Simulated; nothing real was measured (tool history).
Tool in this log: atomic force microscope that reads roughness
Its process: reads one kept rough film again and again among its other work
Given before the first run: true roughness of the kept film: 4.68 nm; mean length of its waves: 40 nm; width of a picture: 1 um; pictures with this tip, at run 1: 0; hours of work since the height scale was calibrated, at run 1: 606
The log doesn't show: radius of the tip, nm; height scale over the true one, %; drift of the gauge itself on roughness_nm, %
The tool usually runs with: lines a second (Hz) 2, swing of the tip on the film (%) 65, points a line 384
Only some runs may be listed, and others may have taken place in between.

run   hour  lines a second (Hz)  swing of the tip on the film (%)  points a line  pictures with this tip  hours of work since the height scale was calibrated  roughness of the kept film (nm (root mean square))
  1      0                    2                                65            384                       0                                                  606                                               4.097
  2   53.9                    2                                65            384                      95                                                  639                                               3.978
  3   84.7                    2                                65            384                     149                                                  658                                               3.876
  4  141.8                    2                                65            384                     249                                                  694                                               3.768
     175.5  -- new tip fitted
  5    196                    2                                65            384                      36                                                  727                                               4.097
  6  247.9                    2                                65           1014                     127                                                  759                                               3.955
  7  273.1                    2                                65           1014                     171                                                  774                                               3.866
  8  331.7                    2                                65           1014                     275                                                  811                                               3.741
     347.7  -- new tip fitted
  9  379.5                    2                                65           1014                      56                                                  840                                               4.049
 10  404.8                    2                                65            384                     100                                                  855                                               3.982
 11  448.8                    2                                85            384                     178                                                  883                                               3.579
 12  489.3                    2                                85            384                     249                                                  908                                               3.462
     520.4  -- new tip fitted
 13  542.9                    2                                66            482                      39                                                  940                                               4.052
 14    567                    2                                74            482                      82                                                  955                                               3.899
 15  592.7                    2                                74            482                     127                                                  971                                               3.824
 16  621.2                 2.88                                74            832                     177                                                  989                                               3.646

What does the tool deliver on the next run?
 17  678.5                 1.37                                65            384                     278                                                 1024                                                   ?

roughness of the kept film (nm (root mean square)): 3.831
Minus the tool's unlogged condition, the same run would have read roughness of the kept film (nm (root mean square)) 4.199.

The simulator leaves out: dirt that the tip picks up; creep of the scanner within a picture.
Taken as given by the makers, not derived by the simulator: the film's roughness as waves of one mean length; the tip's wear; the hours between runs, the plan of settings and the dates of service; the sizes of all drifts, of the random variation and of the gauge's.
